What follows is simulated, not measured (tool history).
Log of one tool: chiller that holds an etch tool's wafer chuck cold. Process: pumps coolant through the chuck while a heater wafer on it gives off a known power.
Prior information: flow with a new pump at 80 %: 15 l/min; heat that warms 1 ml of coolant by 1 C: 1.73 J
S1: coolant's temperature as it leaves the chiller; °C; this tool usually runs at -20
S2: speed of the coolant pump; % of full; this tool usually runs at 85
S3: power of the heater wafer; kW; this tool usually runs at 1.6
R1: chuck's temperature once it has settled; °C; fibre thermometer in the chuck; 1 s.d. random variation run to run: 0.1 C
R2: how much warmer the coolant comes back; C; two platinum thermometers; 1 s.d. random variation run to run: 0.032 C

{"run": 1, "hour": 0.0, "S1": -20, "S2": 85, "S3": 1.6, "R1": -4, "R2": 3.53}
{"run": 2, "hour": 178.3, "S1": -20, "S2": 69, "S3": 1.6, "R1": -1.2, "R2": 4.33}
{"run": 3, "hour": 309.5, "S1": -20, "S2": 69, "S3": 1.6, "R1": -1, "R2": 4.32}
{"run": 4, "hour": 393.3, "S1": -20, "S2": 69, "S3": 1.6, "R1": -1.3, "R2": 4.37}
{"run": 5, "hour": 513.1, "S1": -20, "S2": 85, "S3": 1.39, "R1": -6.1, "R2": 3.04}
{"run": 6, "hour": 633.6, "S1": -20, "S2": 85, "S3": 1.39, "R1": -6.2, "R2": 3.08}
{"run": 7, "hour": 752.1, "S1": -23, "S2": 85, "S3": 1.6, "R1": -7.1, "R2": 3.57}
{"run": 8, "hour": 855.5, "S1": -23, "S2": 85, "S3": 1.6, "R1": -7.2, "R2": 3.58}
{"run": 9, "hour": 936.2, "S1": -23, "S2": 85, "S3": 1.6, "R1": -7.1, "R2": 3.66}
{"run": 10, "hour": 1018.2, "S1": -23, "S2": 85, "S3": 1.6, "R1": -7, "R2": 3.58}
{"run": 11, "hour": 1107.6, "S1": -23, "S2": 85, "S3": 1.6, "R1": -7.1, "R2": 3.56}
{"run": 12, "hour": 1210.5, "S1": -20, "S2": 85, "S3": 2.081, "R1": 0.5, "R2": 4.65}
{"run": 13, "hour": 1375.9, "S1": -20, "S2": 85, "S3": 2.081, "R1": 0.6, "R2": 4.65}
{"run": 14, "hour": 1560.1, "S1": -16, "S2": 85, "S3": 1.6, "R1": 0, "R2": 3.64}
{"hour": 1658.3, "done": "chiller's thermometer calibrated"}
{"run": 15, "hour": 1695.6, "S1": -16, "S2": 85, "S3": 1.6, "R1": 0, "R2": 3.59}
{"run": 16, "hour": 1856.3, "S1": -20, "S2": 85, "S3": 1.6, "R1": -4.1, "R2": 3.64}
{"run": 17, "hour": 2020.5, "S1": -20, "S2": 85, "S3": 1.6, "R1": -3.8, "R2": 3.67}
{"run": 18, "hour": 2129.5, "S1": -20, "S2": 85, "S3": 1.6, "R1": -4.1, "R2": 3.68}
{"run": 19, "hour": 2296.8, "S1": -20, "S2": 85, "S3": 1.6, "R1": -4.1, "R2": 3.6}
{"run": 20, "hour": 2460.7, "S1": -20, "S2": 85, "S3": 1.181, "R1": -8.1, "R2": 2.78}
{"run": 21, "hour": 2622.5, "S1": -28, "S2": 85, "S3": 1.675, "R1": -11.4, "R2": 3.84}
{"run": 22, "hour": 2733.0, "S1": -27, "S2": 67, "S3": 2.181, "R1": -0.6, "R2": 6.31}
{"run": 23, "hour": 2906.5, "S1": -27, "S2": 67, "S3": 2.181, "R1": -0.7, "R2": 6.32}
{"run": 24, "hour": 3013.4, "S1": -27, "S2": 67, "S3": 2.181, "R1": -0.8, "R2": 6.29}
{"run": 25, "hour": 3200.0, "S1": -20, "S2": 97, "S3": 1.079, "R1": -10.4, "R2": 2.39}
{"hour": 3214.6, "done": "gauge calibrated"}
{"run": 26, "hour": 3374.1, "S1": -18, "S2": 85, "S3": 1.179, "R1": -6.3, "R2": 2.57}
{"run": 27, "hour": 3554.2, "S1": -18, "S2": 98, "S3": 1.179, "R1": -7.6, "R2": 2.26}
{"run": 28, "hour": 3636.9, "S1": -24, "S2": 68, "S3": 1.533, "R1": -5.7, "R2": 4.19}
{"run": 29, "hour": 3741.4, "S1": -24, "S2": 68, "S3": 1.533, "R1": -5.7, "R2": 4.24}
{"run": 30, "hour": 3884.2, "S1": -30, "S2": 99, "S3": 1.6, "R1": -15.9, "R2": 3.04}
{"run": 31, "hour": 4006.2, "S1": -13, "S2": 83, "S3": 1.698, "R1": 4.4, "R2": 3.82}
{"run": 32, "hour": 4194.7, "S1": -20, "S2": 85, "S3": 1.656, "R1": -3.6, "R2": 3.69}
{"run": 33, "hour": 4309.3, "S1": -23, "S2": 91, "S3": 1.668, "R1": -7.1, "R2": 3.52}

Here are 3 independent what-if runs from the current tool condition. What would each one return?
{"run": "A", "hour": 4439.4, "S1": -19, "S2": 92, "S3": 1.524, "R1": "?", "R2": "?"}
{"run": "B", "hour": 4439.4, "S1": -13, "S2": 89, "S3": 1.668, "R1": "?", "R2": "?"}
{"run": "C", "hour": 4439.4, "S1": -12, "S2": 71, "S3": 2.389, "R1": "?", "R2": "?"}

run=A R1=-4.7 R2=3.18
run=B R1=2.9 R2=3.58
run=C R1=15.3 R2=6.37
With no hidden state in the tool, these same runs would have given:
run=A R1=-4.7 R2=3.07
run=B R1=2.9 R2=3.47
run=C R1=15.2 R2=6.26

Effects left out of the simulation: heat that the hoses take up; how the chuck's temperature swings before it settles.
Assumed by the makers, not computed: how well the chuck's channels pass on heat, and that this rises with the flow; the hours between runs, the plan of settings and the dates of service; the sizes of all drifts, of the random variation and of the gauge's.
